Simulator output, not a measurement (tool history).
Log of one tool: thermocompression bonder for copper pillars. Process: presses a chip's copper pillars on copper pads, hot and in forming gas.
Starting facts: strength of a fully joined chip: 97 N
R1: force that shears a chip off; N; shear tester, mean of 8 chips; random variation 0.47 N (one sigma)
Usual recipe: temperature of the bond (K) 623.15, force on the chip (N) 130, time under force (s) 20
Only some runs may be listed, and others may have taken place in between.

Run 1, day 0: usual settings. Result: R1 42.2 N.
At day 0.488: heater calibrated with a thermocouple chip.
Run 2, day 2.95: usual settings. Result: R1 37.9 N.
Run 3, day 5.175: usual settings. Result: R1 35.6 N.
Run 4, day 6.725: usual settings. Result: R1 35.9 N.
Run 5, day 8.588: usual settings. Result: R1 35.5 N.
At day 10.25: forming gas filter changed.
Run 6, day 11.125: usual settings. Result: R1 39 N.
Run 7, day 14.192: usual settings. Result: R1 36.9 N.
Run 8, day 16.383: usual settings. Result: R1 37.3 N.
Run 9, day 18.65: usual settings. Result: R1 36.4 N.
Run 10, day 21.038: usual settings. Result: R1 35.8 N.
At day 21.904: forming gas filter changed.
Run 11, day 23.462: usual settings but time under force (s) 14. Result: R1 33.6 N.
Run 12, day 25.55: usual settings but time under force (s) 14. Result: R1 33.4 N.
Run 13, day 27.979: usual settings but temperature of the bond (K) 597.15, time under force (s) 14. Result: R1 22.3 N.
Run 14, day 30.054: usual settings but time under force (s) 19. Result: R1 36.3 N.
Run 15, day 33.425: usual settings but time under force (s) 19. Result: R1 36 N.
At day 33.729: forming gas filter changed.
Run 16, day 35.229: usual settings but time under force (s) 19. Result: R1 38.5 N.
Run 17, day 37.567: usual settings but time under force (s) 19. Result: R1 37.1 N.
Run 18, day 40.771: usual settings but temperature of the bond (K) 609.15, force on the chip (N) 116, time under force (s) 54. Result: R1 42.9 N.
Run 19, day 42.283: usual settings but temperature of the bond (K) 609.15, force on the chip (N) 116, time under force (s) 54. Result: R1 41.6 N.
At day 43.321: force cell calibrated.
Run 20, day 44.821: usual settings but temperature of the bond (K) 626.15, force on the chip (N) 101, time under force (s) 17. Result: R1 32.4 N.
At day 45.629: forming gas filter changed.
Run 21, day 47.358: usual settings but temperature of the bond (K) 601.15, force on the chip (N) 154, time under force (s) 44. Result: R1 45.7 N.
Run 22, day 48.892: usual settings but temperature of the bond (K) 635.15, force on the chip (N) 149, time under force (s) 23. Result: R1 51.6 N.
Run 23, day 50.358: usual settings but temperature of the bond (K) 639.15, force on the chip (N) 101, time under force (s) 16. Result: R1 39.2 N.
Run 24, day 52.996: usual settings but temperature of the bond (K) 639.15, force on the chip (N) 101, time under force (s) 16. Result: R1 38 N.
Run 25, day 55.6: usual settings but temperature of the bond (K) 639.15, force on the chip (N) 101, time under force (s) 15. Result: R1 35.7 N.
At day 57.288: forming gas filter changed.
Run 26, day 57.288: usual settings but time under force (s) 50. Result: R1 58.5 N.
Run 27, day 58.704: usual settings but force on the chip (N) 148, time under force (s) 50. Result: R1 61.2 N.
Run 28, day 60.125: usual settings but temperature of the bond (K) 649.15. Result: R1 52.8 N.
Run 29, day 62.175: usual settings but temperature of the bond (K) 649.15. Result: R1 53.1 N.
Run 30, day 64.433: usual settings but temperature of the bond (K) 620.15, force on the chip (N) 112, time under force (s) 24. Result: R1 38.2 N.
Run 31, day 66.45: usual settings but temperature of the bond (K) 620.15, force on the chip (N) 112, time under force (s) 24. Result: R1 37.1 N.
Run 32, day 68.229: usual settings but temperature of the bond (K) 605.15, force on the chip (N) 151. Result: R1 33 N.
At day 68.975: forming gas filter changed.
At day 71.158: heater calibrated with a thermocouple chip.
Run 33, day 71.292: usual settings but temperature of the bond (K) 598.15. Result: R1 25 N.
Run 34, day 73.917: usual settings but temperature of the bond (K) 595.15, force on the chip (N) 114, time under force (s) 15. Result: R1 18.4 N.

Each row is a separate what-if for the run after 34, all from the same tool condition, not one after another. Results?
Run A, day 76.554: usual settings but temperature of the bond (K) 613.15, force on the chip (N) 114, time under force (s) 15. Result: R1 ?.
Run B, day 76.554: usual settings but force on the chip (N) 141, time under force (s) 21. Result: R1 ?.
Run C, day 76.554: usual settings but force on the chip (N) 129, time under force (s) 27. Result: R1 ?.

run    R1
  A  24.1
  B  36.5
  C  38.4
The same runs, with their run-to-run variation unchanged, on a tool lacking any hidden condition would have given:
run    R1
  A  27.3
  B  41.1
  C  43.2
